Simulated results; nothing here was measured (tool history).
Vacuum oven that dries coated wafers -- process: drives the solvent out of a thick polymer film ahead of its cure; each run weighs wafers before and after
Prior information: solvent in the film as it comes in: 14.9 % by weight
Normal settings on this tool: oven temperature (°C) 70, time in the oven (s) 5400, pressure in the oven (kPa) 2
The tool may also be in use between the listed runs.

run,day,oven temperature (°C),time in the oven (s),pressure in the oven (kPa),solvent left in the film (%)
1,0,70,5400,2,3.08
# day 0.404: vacuum gauge cleaned of residue and calibrated
2,1.296,70,5400,2,3.06
3,2.254,70,5400,2,3.1
4,3.221,70,5400,2,3.07
5,4.254,70,5400,2,3.11
6,5.2,70,5400,2,3.06
7,6.212,70,5400,2,3.1
8,7.125,60,5400,2,5.56
# day 8.762: vacuum gauge cleaned of residue and calibrated, once more
9,8.771,70,5400,2,2.94
10,9.696,56,5400,2,6.38
11,11.279,56,5400,2,6.38
12,12.254,70,5400,1.17,2.73
13,13.025,70,5400,1.17,2.71
14,14.258,70,8940,2,1.46
15,14.988,70,8280,2,1.64
16,16.496,70,8700,2,1.51
17,17.496,70,8700,2,1.52
18,19.042,70,8700,2,1.51
19,20.092,70,8700,2,1.51
20,21.271,70,8700,2,1.54
21,22.083,70,8700,2,1.49
22,22.796,70,8700,2,1.52
23,23.588,63,3660,3.17,6.48
24,24.742,63,3660,1.32,6
# day 25.542: oven's thermocouples calibrated
25,26.158,63,3660,1.32,6.54
26,27.5,64,5400,4.62,5.78
27,28.171,64,5400,4.62,5.82
28,29.425,58,5400,2,6.4
29,30.188,82,9180,1.23,0.42
30,30.929,82,9180,1.23,0.39
31,31.933,70,3600,1.48,4.94
32,32.667,70,3600,1.48,4.93
33,33.604,60,6120,5.03,6.61
34,34.571,60,6120,5.03,6.59
35,36.146,60,6120,5.03,6.63
36,37.483,60,4680,3.94,7.09
37,39.033,73,5340,3.94,3.29
38,39.838,67,8280,2.27,2.64
39,41.342,67,8280,2.27,2.63
40,42.754,67,8280,2.27,2.62
41,44.362,67,8280,2.27,2.62
42,45.129,67,8280,2.27,2.63
43,46.6,71,5400,2,3.13

4 ways to go on from here, each from the tool as it stands after run 43. What would each give?
A,47.596,64,8820,2.33,?
B,47.596,56,5400,2,?
C,47.596,71,4140,2.79,?
D,47.596,82,2820,2,?

run,solvent left in the film (%)
A,3.05
B,6.89
C,4.37
D,3.28
Stripped of hidden state, with their random variation kept, the same runs would have yielded:
run,solvent left in the film (%)
A,2.92
B,6.75
C,4.25
D,3.19

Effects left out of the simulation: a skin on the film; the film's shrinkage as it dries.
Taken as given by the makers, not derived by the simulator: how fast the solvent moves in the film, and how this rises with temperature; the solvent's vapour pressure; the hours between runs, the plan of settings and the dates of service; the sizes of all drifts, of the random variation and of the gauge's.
